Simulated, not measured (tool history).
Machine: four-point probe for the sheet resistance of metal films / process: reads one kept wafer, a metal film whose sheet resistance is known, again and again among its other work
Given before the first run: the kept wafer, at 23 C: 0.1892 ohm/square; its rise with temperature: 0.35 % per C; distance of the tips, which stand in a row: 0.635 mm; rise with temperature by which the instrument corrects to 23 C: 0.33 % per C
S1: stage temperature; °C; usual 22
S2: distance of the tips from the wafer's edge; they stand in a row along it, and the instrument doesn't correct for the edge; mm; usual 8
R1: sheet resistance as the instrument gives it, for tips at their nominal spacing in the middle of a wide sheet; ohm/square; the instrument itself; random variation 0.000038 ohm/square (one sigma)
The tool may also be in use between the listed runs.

run    hour  S1  S2        R1
  1       0  22   8  0.188583
  2    32.3  22   8  0.188554
  3    54.1  22   8  0.188494
  4    97.9  22   8  0.188603
  5   124.4  22   8  0.188469
  6     159  22   8  0.188501
  7     195  22   8   0.18854
  8   217.3  22   8  0.188564
  9   239.6  22   8  0.188435
 10   270.4  33   8  0.188794
 11   294.3  22  37  0.187892
 12   344.2  22  37  0.187894
 13   364.9  22  37  0.187909
 14   399.7  22  37   0.18793
 15   434.2  22  37  0.187964
 16   457.1  22  37  0.187913
 17   497.4  22  11  0.188237
 18   518.7  22  11  0.188213
 19   546.8  22  11  0.188239
 20     580  22  11  0.188228
 21   618.7  22  11  0.188161
 22   666.3  22   7  0.188716
 23   712.6  22   7   0.18867
 24   761.5  25  26  0.188029
 25     805  30   6  0.189286
 26   852.7  30   6  0.189215
 27   874.4  21  21    0.1879
 28   902.3  30  60  0.188075
 29   924.2  30  29  0.188251
 30   958.8  34   4  0.190702
      978.2  -- stage's thermometer calibrated
 31   985.5  25   8  0.189203
 32  1013.3  25   8  0.189209
 33  1053.1  29  40  0.188702
 34  1101.6  34  64  0.188811
 35  1145.9  18   4  0.190944
 36  1174.6  23   4  0.191086
 37  1203.3  21  68   0.18853
 38  1253.7  30  25  0.188787
 39  1290.9  21   8  0.189122
 40  1334.5  22  43  0.188508
 41    1383  22  26  0.188616
 42  1404.3  24   9  0.189045
 43  1425.4  30   9   0.18928
 44  1467.4  31  10  0.189209
 45  1488.8  27  17  0.188784
 46  1531.4  18  11  0.188751

3 options for the next run, each taken on its own from the tool as it stands now. Forecast them:
  A  1563.4  23  47   ?
  B  1563.4  32   8   ?
  C  1563.4  22  10   ?

run        R1
  A   0.18851
  B  0.189396
  C  0.188887
Had the tool no hidden state, the same runs would have come out as:
run        R1
  A  0.189188
  B  0.190075
  C  0.189566
